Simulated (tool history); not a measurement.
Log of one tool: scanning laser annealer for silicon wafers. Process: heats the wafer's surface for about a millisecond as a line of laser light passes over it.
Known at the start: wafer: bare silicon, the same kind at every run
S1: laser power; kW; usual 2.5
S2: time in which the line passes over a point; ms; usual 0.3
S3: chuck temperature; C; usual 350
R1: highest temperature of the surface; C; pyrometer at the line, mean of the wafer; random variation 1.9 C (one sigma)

Run 1, hour 0: usual settings. Result: R1 1137 C.
Run 2, hour 9.1: usual settings. Result: R1 1136 C.
Run 3, hour 21.6: usual settings but S3 351 C. Result: R1 1141 C.
Run 4, hour 34.8: usual settings but S3 351 C. Result: R1 1136 C.
Run 5, hour 48.4: usual settings but S3 380 C. Result: R1 1165 C.
Run 6, hour 58.6: usual settings but S1 2.559 kW. Result: R1 1156 C.
Run 7, hour 68.4: usual settings but S1 2.559 kW. Result: R1 1152 C.
Run 8, hour 76.7: usual settings but S1 2.559 kW. Result: R1 1154 C.
Run 9, hour 90.8: usual settings. Result: R1 1136 C.
Run 10, hour 98.1: usual settings. Result: R1 1132 C.
Run 11, hour 106.8: usual settings. Result: R1 1135 C.
Run 12, hour 112.8: usual settings. Result: R1 1133 C.
Run 13, hour 126.6: usual settings but S1 2.44 kW. Result: R1 1113 C.
Run 14, hour 135.9: usual settings but S1 2.44 kW. Result: R1 1115 C.
Run 15, hour 143.3: usual settings but S1 2.44 kW. Result: R1 1113 C.
Run 16, hour 157.8: usual settings. Result: R1 1132 C.
Run 17, hour 168.7: usual settings. Result: R1 1128 C.
Run 18, hour 177.9: usual settings but S2 0.213 ms. Result: R1 995 C.
Run 19, hour 191.2: usual settings but S1 2.671 kW. Result: R1 1192 C.
Run 20, hour 202.8: usual settings but S2 0.223 ms. Result: R1 1009 C.
Run 21, hour 209.4: usual settings but S1 2.369 kW, S2 0.34 ms, S3 328 C. Result: R1 1119 C.
Run 22, hour 219.1: usual settings but S1 2.399 kW, S2 0.369 ms, S3 317 C. Result: R1 1156 C.
Run 23, hour 225.3: usual settings but S1 2.689 kW, S2 0.369 ms, S3 344 C. Result: R1 1289 C.
Run 24, hour 239.4: usual settings but S1 2.689 kW, S2 0.369 ms, S3 344 C. Result: R1 1292 C.
Run 25, hour 251.2: usual settings but S1 2.689 kW, S2 0.369 ms, S3 344 C. Result: R1 1282 C.
Run 26, hour 264.5: usual settings but S1 2.689 kW, S2 0.369 ms, S3 317 C. Result: R1 1254 C.
Run 27, hour 281.3: usual settings but S1 2.592 kW, S2 0.316 ms, S3 317 C. Result: R1 1164 C.
Run 28, hour 295.1: usual settings but S1 2.499 kW, S2 0.307 ms, S3 383 C. Result: R1 1183 C.
Run 29, hour 309.5: usual settings but S3 361 C. Result: R1 1155 C.
Run 30, hour 320.3: usual settings but S1 2.153 kW. Result: R1 1024 C.
Run 31, hour 330.9: usual settings but S1 2.656 kW, S2 0.228 ms. Result: R1 1073 C.
Run 32, hour 341.1: usual settings but S2 0.215 ms, S3 376 C. Result: R1 1031 C.
Run 33, hour 351.4: usual settings but S2 0.215 ms, S3 376 C. Result: R1 1032 C.
Run 34, hour 363.4: usual settings but S1 2.185 kW, S2 0.289 ms, S3 321 C. Result: R1 987 C.
Run 35, hour 372.8: usual settings but S1 2.172 kW, S2 0.375 ms. Result: R1 1118 C.
Run 36, hour 381.9: usual settings but S2 0.281 ms, S3 319 C. Result: R1 1082 C.
Run 37, hour 394.8: usual settings but S1 2.505 kW, S2 0.371 ms, S3 360 C. Result: R1 1248 C.
Run 38, hour 401.2: usual settings but S1 2.505 kW, S2 0.325 ms, S3 384 C. Result: R1 1210 C.
Run 39, hour 408.2: usual settings but S1 2.19 kW, S2 0.283 ms, S3 389 C. Result: R1 1051 C.
Run 40, hour 416.3: usual settings but S1 2.408 kW, S2 0.283 ms, S3 389 C. Result: R1 1121 C.

Not shown: 2 entries that the log had between the listed runs. Between which runs, and how does the tool's hidden state differ before and after?
Between runs 24 and 25: optics aligned, line set to its width (hour 245.8)
  light that passes the window, % of a clean one's: 95.66 -> 95.64; width of the line over the set one, %: 3.15 -> 4.55
  measured less the result without the state, R1: -66 -> -73 C
Between runs 26 and 27: optics aligned, line set to its width, once more (hour 274.8)
  light that passes the window, % of a clean one's: 95.61 -> 95.58; width of the line over the set one, %: 4.57 -> 0.09
  measured less the result without the state, R1: -73 -> -46 C
